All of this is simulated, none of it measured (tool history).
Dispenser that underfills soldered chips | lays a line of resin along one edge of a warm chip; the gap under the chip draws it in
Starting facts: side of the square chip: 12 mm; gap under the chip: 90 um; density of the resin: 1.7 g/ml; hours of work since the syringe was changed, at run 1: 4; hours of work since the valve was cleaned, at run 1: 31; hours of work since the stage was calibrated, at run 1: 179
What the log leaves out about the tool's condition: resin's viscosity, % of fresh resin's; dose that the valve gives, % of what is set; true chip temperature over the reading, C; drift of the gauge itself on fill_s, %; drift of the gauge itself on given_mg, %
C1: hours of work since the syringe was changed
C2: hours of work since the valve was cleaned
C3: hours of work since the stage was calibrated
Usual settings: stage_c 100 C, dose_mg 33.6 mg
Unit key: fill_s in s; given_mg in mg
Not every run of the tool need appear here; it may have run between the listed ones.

Run 1, hour 0.0: usual settings; C1 4; C2 31; C3 179. Result: fill_s 75.6 s, given_mg 33.44 mg.
At hour 4.0: new syringe of resin.
Run 2, hour 4.0: usual settings; C1 0; C2 34; C3 181. Result: fill_s 63.5 s, given_mg 33.35 mg.
Run 3, hour 6.7: usual settings but dose_mg 39.6 mg; C1 2; C2 36; C3 183. Result: fill_s 70.5 s, given_mg 39.28 mg.
Run 4, hour 12.7: usual settings; C1 6; C2 40; C3 188. Result: fill_s 85.6 s, given_mg 33.15 mg.
At hour 13.5: new syringe of resin.
Run 5, hour 17.7: usual settings; C1 3; C2 44; C3 191. Result: fill_s 74.8 s, given_mg 33.21 mg.
At hour 23.1: new syringe of resin.
Run 6, hour 23.4: usual settings; C1 0; C2 48; C3 195. Result: fill_s 65.5 s, given_mg 33.15 mg.
Run 7, hour 28.3: usual settings but stage_c 97 C; C1 4; C2 51; C3 199. Result: fill_s 86.6 s, given_mg 33.13 mg.
Run 8, hour 32.1: usual settings but stage_c 97 C; C1 7; C2 54; C3 202. Result: fill_s 101.0 s, given_mg 33.08 mg.
At hour 32.8: new syringe of resin.
Run 9, hour 36.4: usual settings but stage_c 97 C; C1 3; C2 57; C3 205. Result: fill_s 81.1 s, given_mg 33.10 mg.
Run 10, hour 40.3: usual settings but stage_c 97 C; C1 6; C2 60; C3 208. Result: fill_s 93.0 s, given_mg 33.05 mg.
At hour 42.6: new syringe of resin.
Run 11, hour 44.3: usual settings but dose_mg 36.9 mg; C1 1; C2 63; C3 210. Result: fill_s 67.0 s, given_mg 36.31 mg.
Run 12, hour 48.2: usual settings but dose_mg 36.9 mg; C1 4; C2 66; C3 213. Result: fill_s 76.2 s, given_mg 36.23 mg.
At hour 52.5: new syringe of resin.
Run 13, hour 54.6: usual settings but dose_mg 32.2 mg; C1 2; C2 70; C3 218. Result: fill_s 68.5 s, given_mg 31.58 mg.
Run 14, hour 59.5: usual settings but stage_c 96 C, dose_mg 38.3 mg; C1 5; C2 74; C3 221. Result: fill_s 94.3 s, given_mg 37.47 mg.
At hour 62.2: new syringe of resin.
Run 15, hour 65.2: usual settings but stage_c 92 C, dose_mg 36.3 mg; C1 2; C2 78; C3 225. Result: fill_s 98.4 s, given_mg 35.46 mg.
Run 16, hour 70.6: usual settings but stage_c 95 C, dose_mg 29.9 mg; C1 6; C2 82; C3 229. Result: fill_s 109.4 s, given_mg 29.24 mg.
At hour 72.1: new syringe of resin.
Run 17, hour 76.6: usual settings but stage_c 95 C, dose_mg 29.9 mg; C1 3; C2 86; C3 234. Result: fill_s 95.0 s, given_mg 29.10 mg.
Run 18, hour 80.5: usual settings but stage_c 95 C, dose_mg 29.9 mg; C1 6; C2 89; C3 237. Result: fill_s 107.1 s, given_mg 29.07 mg.
At hour 81.6: new syringe of resin.
Run 19, hour 83.5: usual settings but stage_c 90 C, dose_mg 35.9 mg; C1 1; C2 91; C3 239. Result: fill_s 104.0 s, given_mg 34.89 mg.

Entry by entry between the runs, the difference in hidden state between the last listed run before and the first listed run after:
After run 1, before run 2: new syringe of resin (hour 4.0)
  resin's viscosity, % of fresh resin's: 119.8 -> 101.2; dose that the valve gives, % of what is set: 99.24 -> 99.15; true chip temperature over the reading, C: 0.93 -> 0.95
  measured minus no-state result, fill_s: +9.9 -> -1.8 s; given_mg: -0.25 -> -0.28 mg
After run 4, before run 5: new syringe of resin (hour 13.5)
  resin's viscosity, % of fresh resin's: 136.5 -> 116.3; dose that the valve gives, % of what is set: 98.93 -> 98.82; true chip temperature over the reading, C: 0.99 -> 1.01
  measured minus no-state result, fill_s: +20.2 -> +7.7 s; given_mg: -0.36 -> -0.40 mg
After run 5, before run 6: new syringe of resin (hour 23.1)
  resin's viscosity, % of fresh resin's: 116.3 -> 103; dose that the valve gives, % of what is set: 98.82 -> 98.68; true chip temperature over the reading, C: 1.01 -> 1.04
  measured minus no-state result, fill_s: +7.7 -> -0.9 s; given_mg: -0.40 -> -0.44 mg
After run 8, before run 9: new syringe of resin (hour 32.8)
  resin's viscosity, % of fresh resin's: 139.1 -> 113.1; dose that the valve gives, % of what is set: 98.48 -> 98.38; true chip temperature over the reading, C: 1.08 -> 1.1
  measured minus no-state result, fill_s: +25.1 -> +6.0 s; given_mg: -0.51 -> -0.54 mg
After run 10, before run 11: new syringe of resin (hour 42.6)
  resin's viscosity, % of fresh resin's: 129.6 -> 105.9; dose that the valve gives, % of what is set: 98.29 -> 98.2; true chip temperature over the reading, C: 1.12 -> 1.14
  measured minus no-state result, fill_s: +17.8 -> +0.6 s; given_mg: -0.58 -> -0.67 mg
After run 12, before run 13: new syringe of resin (hour 52.5)
  resin's viscosity, % of fresh resin's: 121.3 -> 107.2; dose that the valve gives, % of what is set: 98.11 -> 97.96; true chip temperature over the reading, C: 1.16 -> 1.18
  measured minus no-state result, fill_s: +10.2 -> +1.5 s; given_mg: -0.70 -> -0.65 mg
After run 14, before run 15: new syringe of resin (hour 62.2)
  resin's viscosity, % of fresh resin's: 127.1 -> 111.2; dose that the valve gives, % of what is set: 97.84 -> 97.72; true chip temperature over the reading, C: 1.21 -> 1.23
  measured minus no-state result, fill_s: +16.1 -> +5.0 s; given_mg: -0.83 -> -0.83 mg
After run 16, before run 17: new syringe of resin (hour 72.1)
  resin's viscosity, % of fresh resin's: 133.8 -> 116.3; dose that the valve gives, % of what is set: 97.6 -> 97.46; true chip temperature over the reading, C: 1.26 -> 1.29
  measured minus no-state result, fill_s: +23.4 -> +8.9 s; given_mg: -0.72 -> -0.76 mg
After run 18, before run 19: new syringe of resin (hour 81.6)
  resin's viscosity, % of fresh resin's: 132.8 -> 105.7; dose that the valve gives, % of what is set: 97.37 -> 97.3; true chip temperature over the reading, C: 1.31 -> 1.32
  measured minus no-state result, fill_s: +22.2 -> -0.3 s; given_mg: -0.79 -> -0.97 mg

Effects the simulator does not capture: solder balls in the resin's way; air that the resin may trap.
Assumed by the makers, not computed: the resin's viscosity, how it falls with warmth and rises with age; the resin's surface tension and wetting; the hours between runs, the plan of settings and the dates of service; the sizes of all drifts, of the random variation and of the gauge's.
